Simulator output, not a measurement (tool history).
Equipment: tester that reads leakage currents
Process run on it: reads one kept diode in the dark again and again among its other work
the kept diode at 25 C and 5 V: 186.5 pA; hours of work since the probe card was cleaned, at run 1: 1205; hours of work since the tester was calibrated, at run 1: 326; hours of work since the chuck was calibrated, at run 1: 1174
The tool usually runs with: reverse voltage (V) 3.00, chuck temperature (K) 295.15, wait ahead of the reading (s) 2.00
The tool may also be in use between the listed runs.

run,hour,reverse voltage (V),chuck temperature (K),wait ahead of the reading (s),hours of work since the probe card was cleaned,hours of work since the tester was calibrated,hours of work since the chuck was calibrated,current that the tester gives (pA)
1,0.0,3.00,295.15,2.00,1205,326,1174,128.68
2,13.2,3.00,295.15,2.00,1211,332,1180,128.85
3,40.2,3.00,295.15,2.00,1223,344,1192,128.83
4,63.1,4.63,295.15,2.00,1234,355,1203,153.38
5,77.5,3.00,295.15,2.51,1240,361,1209,128.28
6,107.1,3.00,295.15,2.51,1254,375,1223,128.99
7,126.0,3.00,295.15,2.51,1262,384,1232,129.73
8,147.2,5.22,295.15,2.00,1272,393,1241,160.52
9,160.7,3.00,322.15,2.00,1278,400,1247,778.07
# hour 164.4: chuck's temperature calibrated
10,182.6,3.00,322.15,0.88,1287,409,8,791.97
11,203.0,3.00,322.15,0.42,1297,418,18,791.43
12,228.4,3.00,322.15,0.42,1308,430,29,794.56
# hour 254.8: chuck's temperature calibrated, once more
13,258.9,3.00,322.15,0.42,1321,443,2,770.29
14,282.8,1.29,306.15,2.00,1332,454,13,198.13
15,312.1,6.79,328.15,2.59,1346,467,26,1498.96
16,333.9,5.35,327.15,6.32,1356,477,36,1294.80

Table of differences, measured result less the result of that run with no hidden state. Run-to-run variation is the same in both. Gauge scatter possibly is not:
The hidden state here: stray current of the dirty probe card, pA a volt; current scale over the true one, %; true chuck temperature over the reading, C; drift of the gauge itself on leakage_pa, %.
run,current that the tester gives (pA)
1,+4.70
2,+4.73
3,+4.80
4,+6.43
5,+4.88
6,+4.97
7,+5.05
8,+7.24
9,+18.62
10,+29.52
11,+29.70
12,+30.10
13,+5.84
14,+1.97
15,+12.96
16,+11.27

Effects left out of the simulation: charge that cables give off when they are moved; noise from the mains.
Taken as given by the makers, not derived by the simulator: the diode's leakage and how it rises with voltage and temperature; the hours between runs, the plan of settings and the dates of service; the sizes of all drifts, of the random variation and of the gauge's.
